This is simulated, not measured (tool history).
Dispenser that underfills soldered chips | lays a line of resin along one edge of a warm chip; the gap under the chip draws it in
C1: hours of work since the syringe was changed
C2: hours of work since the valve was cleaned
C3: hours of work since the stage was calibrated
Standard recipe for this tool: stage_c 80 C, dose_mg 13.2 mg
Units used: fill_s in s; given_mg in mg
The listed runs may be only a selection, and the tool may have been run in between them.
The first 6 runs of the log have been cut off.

-- day=1.958 new syringe of resin
run 7 day=2.138 | stage_c=80 dose_mg=13.2 | C1=3 C2=53 C3=136 | fill_s=77.0 given_mg=12.83
run 8 day=2.412 | stage_c=91 dose_mg=13.2 | C1=7 C2=57 C3=140 | fill_s=63.8 given_mg=12.67
-- day=2.475 new syringe of resin
run 9 day=2.692 | stage_c=91 dose_mg=13.2 | C1=3 C2=61 C3=144 | fill_s=51.6 given_mg=12.73
run 10 day=2.921 | stage_c=80 dose_mg=13.2 | C1=7 C2=65 C3=148 | fill_s=101.6 given_mg=12.65
-- day=2.983 new syringe of resin
run 11 day=3.392 | stage_c=80 dose_mg=11.9 | C1=6 C2=72 C3=155 | fill_s=102.0 given_mg=11.47
-- day=3.475 new syringe of resin
run 12 day=3.862 | stage_c=80 dose_mg=11.9 | C1=6 C2=79 C3=161 | fill_s=99.9 given_mg=11.35
-- day=3.979 new syringe of resin
run 13 day=4.300 | stage_c=93 dose_mg=13.2 | C1=5 C2=85 C3=168 | fill_s=54.0 given_mg=12.42
-- day=4.496 new syringe of resin
run 14 day=4.858 | stage_c=93 dose_mg=13.2 | C1=5 C2=93 C3=176 | fill_s=55.1 given_mg=12.57
-- day=4.983 new syringe of resin
run 15 day=5.408 | stage_c=93 dose_mg=13.2 | C1=6 C2=102 C3=184 | fill_s=59.5 given_mg=12.33
-- day=5.504 new syringe of resin
-- day=6.000 new syringe of resin
run 16 day=6.000 | stage_c=93 dose_mg=13.2 | C1=0 C2=110 C3=193 | fill_s=40.2 given_mg=12.33
run 17 day=6.388 | stage_c=93 dose_mg=13.2 | C1=6 C2=116 C3=199 | fill_s=58.1 given_mg=12.47
-- day=6.488 new syringe of resin
run 18 day=6.662 | stage_c=93 dose_mg=13.2 | C1=3 C2=120 C3=203 | fill_s=47.5 given_mg=12.14
run 19 day=6.904 | stage_c=74 dose_mg=11.9 | C1=6 C2=124 C3=206 | fill_s=138.1 given_mg=11.06
-- day=7.008 new syringe of resin
run 20 day=7.292 | stage_c=74 dose_mg=11.9 | C1=4 C2=129 C3=212 | fill_s=117.3 given_mg=10.84
-- day=7.517 new syringe of resin
run 21 day=7.696 | stage_c=65 dose_mg=13.2 | C1=3 C2=135 C3=218 | fill_s=161.7 given_mg=12.06
-- day=8.025 new syringe of resin
run 22 day=8.029 | stage_c=92 dose_mg=15.3 | C1=0 C2=140 C3=223 | fill_s=41.0 given_mg=13.87
-- day=8.121 dispensing valve cleaned and set on the balance
run 23 day=8.496 | stage_c=92 dose_mg=15.3 | C1=6 C2=6 C3=229 | fill_s=62.1 given_mg=15.11
-- day=8.571 new syringe of resin
-- day=9.062 new syringe of resin
run 24 day=9.083 | stage_c=92 dose_mg=15.3 | C1=0 C2=14 C3=238 | fill_s=42.3 given_mg=15.11
run 25 day=9.471 | stage_c=75 dose_mg=15.8 | C1=6 C2=20 C3=244 | fill_s=124.6 given_mg=15.76
-- day=9.562 new syringe of resin
run 26 day=9.721 | stage_c=75 dose_mg=15.8 | C1=2 C2=24 C3=247 | fill_s=97.7 given_mg=15.48
-- day=10.075 new syringe of resin
run 27 day=10.288 | stage_c=73 dose_mg=14.8 | C1=3 C2=32 C3=255 | fill_s=113.6 given_mg=14.55
-- day=10.596 new syringe of resin
run 28 day=10.779 | stage_c=94 dose_mg=14.8 | C1=3 C2=39 C3=263 | fill_s=45.4 given_mg=14.44

Run 29, settings as shown, results not yet in. Your forecast:
-- day=11.125 new syringe of resin
run 29 day=11.179 | stage_c=80 dose_mg=13.8 | C1=1 C2=45 C3=269 | fill_s=? given_mg=?

{"run 29": {"fill_s": 72.0, "given_mg": 13.42}}
Without the tool's hidden state the same run would have given fill_s 64.0 s, given_mg 13.82 mg.
